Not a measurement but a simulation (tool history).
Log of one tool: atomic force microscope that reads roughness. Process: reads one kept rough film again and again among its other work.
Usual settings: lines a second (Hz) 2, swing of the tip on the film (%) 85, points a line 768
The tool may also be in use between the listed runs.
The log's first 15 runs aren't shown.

run	day	lines a second (Hz)	swing of the tip on the film (%)	points a line	roughness of the kept film (nm (root mean square))
# day 16.092: new tip fitted
16	16.704	2	85	827	1.849
17	17.579	2	85	768	1.842
18	18.625	2	85	768	1.823
19	19.271	2	56	768	2.028
20	20.125	2	85	430	1.806
21	21.354	3.56	63	970	1.906
22	22.9	2.42	86	768	1.713
23	24.229	1.21	85	386	1.84
# day 25.317: new tip fitted
24	25.788	3.15	56	724	2.044
25	27.338	0.65	67	480	2.07
26	28.396	1.84	76	489	1.912
27	29.862	0.8	63	363	2.035
28	30.538	1.25	56	332	2.019
29	31.458	2.94	85	831	1.672
30	32.379	1.98	58	649	1.977
31	33.517	2	89	986	1.704
# day 34.558: new tip fitted
32	34.621	2.8	56	986	2.045
33	35.4	1.88	77	285	1.931

The next listed run, before its measurement:
34	36.171	1.88	77	285	?

Run 34 gave roughness of the kept film (nm (root mean square)) 1.927.
Without the tool's hidden state the same run would have given roughness of the kept film (nm (root mean square)) 1.946.
